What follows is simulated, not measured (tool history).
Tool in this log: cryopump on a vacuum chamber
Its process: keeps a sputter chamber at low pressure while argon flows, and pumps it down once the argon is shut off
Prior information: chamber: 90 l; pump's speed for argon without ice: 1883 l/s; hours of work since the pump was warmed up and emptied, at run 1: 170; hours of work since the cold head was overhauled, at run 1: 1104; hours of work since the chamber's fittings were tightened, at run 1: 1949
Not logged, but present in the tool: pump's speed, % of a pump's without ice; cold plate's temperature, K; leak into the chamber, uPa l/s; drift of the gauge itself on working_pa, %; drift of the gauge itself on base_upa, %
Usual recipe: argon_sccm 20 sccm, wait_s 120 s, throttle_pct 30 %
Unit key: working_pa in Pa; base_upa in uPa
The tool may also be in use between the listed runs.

| run | day | argon_sccm | wait_s | throttle_pct | hours of work since the pump was warmed up and emptied | hours of work since the cold head was overhauled | hours of work since the chamber's fittings were tightened | working_pa | base_upa |
|---|---|---|---|---|---|---|---|---|---|
| 1 | 0 | 20 | 120 | 30 | 170 | 1104 | 1949 | 0.0608 | 1.47 |
| 2 | 1.288 | 20 | 120 | 30 | 196 | 1131 | 1975 | 0.0617 | 1.58 |
| 3 | 2.875 | 20 | 120 | 30 | 228 | 1163 | 2008 | 0.061 | 1.51 |
| 4 | 3.667 | 20 | 120 | 34 | 244 | 1179 | 2024 | 0.0554 | 1.51 |
| 5 | 4.975 | 20 | 120 | 34 | 271 | 1206 | 2050 | 0.055 | 1.56 |
| 6 | 5.846 | 20 | 120 | 34 | 289 | 1224 | 2068 | 0.0547 | 1.61 |
| 7 | 7.429 | 20 | 24 | 30 | 321 | 1256 | 2100 | 0.062 | 3.28 |
| 8 | 8.192 | 20 | 24 | 30 | 336 | 1271 | 2116 | 0.0624 | 3.25 |
| 9 | 9.858 | 20 | 120 | 30 | 370 | 1305 | 2150 | 0.0619 | 1.66 |
| 10 | 10.646 | 20 | 120 | 39 | 386 | 1321 | 2166 | 0.0491 | 1.68 |
| 11 | 12.379 | 20 | 120 | 39 | 422 | 1357 | 2201 | 0.0491 | 1.75 |
| 12 | 13.704 | 20 | 120 | 39 | 449 | 1384 | 2228 | 0.05 | 1.75 |
| 13 | 14.525 | 20 | 120 | 39 | 465 | 1400 | 2245 | 0.0497 | 1.79 |
| 14 | 15.267 | 20 | 120 | 30 | 481 | 1415 | 2260 | 0.064 | 1.78 |
| 15 | 16.121 | 20 | 147 | 30 | 498 | 1433 | 2277 | 0.0634 | 1.73 |
| 16 | 17.042 | 25 | 120 | 30 | 517 | 1452 | 2296 | 0.0796 | 1.89 |
| 17 | 18.2 | 25 | 120 | 30 | 540 | 1475 | 2320 | 0.0806 | 1.86 |
| 18 | 19.467 | 12 | 120 | 30 | 566 | 1501 | 2345 | 0.0396 | 1.87 |
| 19 | 20.696 | 30 | 98 | 42 | 591 | 1526 | 2370 | 0.0713 | 2.03 |
| 20 | 21.5 | 39 | 98 | 37 | 607 | 1542 | 2387 | 0.105 | 2.04 |
| 21 | 23.146 | 39 | 98 | 37 | 641 | 1576 | 2420 | 0.1061 | 2.13 |
| 22 | 24.888 | 9 | 40 | 17 | 676 | 1611 | 2456 | 0.0495 | 2.88 |
| 23 | 26.479 | 31 | 26 | 15 | 709 | 1644 | 2488 | 0.1942 | 3.55 |
| 24 | 27.25 | 17 | 120 | 27 | 725 | 1659 | 2504 | 0.0614 | 2.12 |
| 25 | 28.908 | 24 | 70 | 41 | 758 | 1693 | 2538 | 0.06 | 2.4 |
| 26 | 30.396 | 25 | 120 | 30 | 789 | 1723 | 2568 | 0.0832 | 2.2 |
| 27 | 31.708 | 20 | 276 | 30 | 815 | 1750 | 2595 | 0.0669 | 1.98 |
| 28 | 32.517 | 20 | 69 | 30 | 832 | 1767 | 2611 | 0.0688 | 2.6 |
| 29 | 34.204 | 20 | 120 | 20 | 866 | 1801 | 2646 | 0.0981 | 2.38 |
| 30 | 35.358 | 18 | 120 | 20 | 890 | 1825 | 2669 | 0.0877 | 2.35 |
| 31 | 36.288 | 18 | 25 | 24 | 909 | 1843 | 2688 | 0.0742 | 3.93 |
|  | 36.621 | pump warmed up, emptied and cooled again |
| 32 | 37.842 | 18 | 25 | 24 | 25 | 1871 | 2715 | 0.0675 | 3.41 |
| 33 | 39.383 | 26 | 120 | 22 | 56 | 1902 | 2747 | 0.106 | 1.84 |

Describe how what the log doesn't record of the tool's condition differs between the last listed run preceding each entry between runs and the first listed run following it.
Runs 31 to 32: pump warmed up, emptied and cooled again (day 36.621)
  pump's speed, % of a pump's without ice: 68.8 -> 98.8; cold plate's temperature, K: 12.73 -> 12.74; leak into the chamber, uPa l/s: 2522 -> 2545
  measured value less the no-hidden-state value, working_pa: +0.0076 -> +0.0004 Pa; base_upa: +1.8 -> +1.25 uPa

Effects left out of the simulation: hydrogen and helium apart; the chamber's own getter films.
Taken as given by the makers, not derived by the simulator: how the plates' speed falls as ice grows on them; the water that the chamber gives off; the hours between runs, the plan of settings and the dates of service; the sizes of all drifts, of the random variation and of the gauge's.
